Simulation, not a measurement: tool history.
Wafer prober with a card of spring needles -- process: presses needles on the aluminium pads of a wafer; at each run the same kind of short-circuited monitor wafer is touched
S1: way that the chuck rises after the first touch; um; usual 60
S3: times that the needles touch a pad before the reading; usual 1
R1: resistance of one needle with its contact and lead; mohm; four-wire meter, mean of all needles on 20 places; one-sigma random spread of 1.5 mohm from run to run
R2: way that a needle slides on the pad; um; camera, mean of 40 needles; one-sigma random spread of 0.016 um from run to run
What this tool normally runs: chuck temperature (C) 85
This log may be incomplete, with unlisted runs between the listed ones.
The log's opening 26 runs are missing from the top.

{"day": 8.254, "done": "tips cleaned on abrasive film"}
{"run": 27, "day": 8.425, "S1": 46, "chuck temperature (C)": 85, "S3": 2, "R1": 138, "R2": 6.24}
{"day": 8.646, "done": "tips cleaned on abrasive film"}
{"run": 28, "day": 8.725, "S1": 60, "chuck temperature (C)": 85, "S3": 3, "R1": 134, "R2": 8.15}
{"run": 29, "day": 8.962, "S1": 60, "chuck temperature (C)": 29, "S3": 2, "R1": 125, "R2": 8.14}
{"day": 9.033, "done": "tips cleaned on abrasive film"}
{"run": 30, "day": 9.325, "S1": 60, "chuck temperature (C)": 32, "S3": 2, "R1": 130, "R2": 8.15}
{"day": 9.425, "done": "tips cleaned on abrasive film"}
{"run": 31, "day": 9.529, "S1": 60, "chuck temperature (C)": 32, "S3": 2, "R1": 126, "R2": 8.14}
{"day": 9.804, "done": "tips cleaned on abrasive film"}
{"run": 32, "day": 9.804, "S1": 60, "chuck temperature (C)": 31, "S3": 1, "R1": 127, "R2": 8.11}
{"day": 10.208, "done": "tips cleaned on abrasive film"}
{"run": 33, "day": 10.217, "S1": 62, "chuck temperature (C)": 35, "S3": 2, "R1": 128, "R2": 8.38}
{"run": 34, "day": 10.546, "S1": 60, "chuck temperature (C)": 85, "S3": 2, "R1": 136, "R2": 8.13}

What if the next run were any one of these 3? Each begins from the tool's condition after run 34:
{"day": 10.592, "done": "tips cleaned on abrasive film"}
{"day": 10.629, "done": "gauge calibrated"}
{"run": "A", "day": 10.742, "S1": 49, "chuck temperature (C)": 43, "S3": 2, "R1": "?", "R2": "?"}
{"day": 10.592, "done": "tips cleaned on abrasive film"}
{"day": 10.629, "done": "gauge calibrated"}
{"run": "B", "day": 10.742, "S1": 59, "chuck temperature (C)": 85, "S3": 1, "R1": "?", "R2": "?"}
{"day": 10.592, "done": "tips cleaned on abrasive film"}
{"day": 10.629, "done": "gauge calibrated"}
{"run": "C", "day": 10.742, "S1": 60, "chuck temperature (C)": 38, "S3": 2, "R1": "?", "R2": "?"}

run=A R1=130 R2=6.76
run=B R1=137 R2=8.18
run=C R1=129 R2=8.30
With the hidden condition removed and each run's random variation left untouched, the same runs would have given:
run=A R1=130 R2=6.76
run=B R1=137 R2=8.18
run=C R1=129 R2=8.31
